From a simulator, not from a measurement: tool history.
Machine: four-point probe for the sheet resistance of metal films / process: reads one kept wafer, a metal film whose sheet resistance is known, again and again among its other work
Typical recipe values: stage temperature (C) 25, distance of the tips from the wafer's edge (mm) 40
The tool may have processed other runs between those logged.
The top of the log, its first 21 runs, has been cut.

run    hour  stage temperature (C)  distance of the tips from the wafer's edge (mm)  sheet resistance as the instrument gives it (ohm/square)
 22   734.5                     25                                               16                                                  9.286082
 23   779.1                     19                                               10                                                   9.38416
        798  -- stage's thermometer calibrated, once more
 24   823.5                     18                                                4                                                  9.810047
 25   863.7                     28                                               20                                                    9.2677
 26   888.9                     29                                               15                                                  9.273976
 27     935                     29                                               15                                                  9.275256
 28   985.1                     20                                               40                                                  9.318083
 29    1040                     25                                               27                                                  9.284293
 30  1090.1                     28                                               10                                                  9.327147
 31  1137.1                     35                                               40                                                  9.199899
 32    1161                     35                                               40                                                  9.201598

Each row is a separate what-if for the run after 32, all from the same tool condition, not one after another. Results?
  A  1207                     25                                               29                                                         ?
  B  1207                     29                                                3                                                         ?
  C  1207                     35                                               21                                                         ?
  D  1207                     32                                               56                                                         ?

run  sheet resistance as the instrument gives it (ohm/square)
  A                                                  9.283567
  B                                                 10.047378
  C                                                  9.212738
  D                                                  9.222623
What these runs would have given with no unlogged condition in the tool:
run  sheet resistance as the instrument gives it (ohm/square)
  A                                                  9.265086
  B                                                 10.027506
  C                                                  9.194307
  D                                                  9.204197

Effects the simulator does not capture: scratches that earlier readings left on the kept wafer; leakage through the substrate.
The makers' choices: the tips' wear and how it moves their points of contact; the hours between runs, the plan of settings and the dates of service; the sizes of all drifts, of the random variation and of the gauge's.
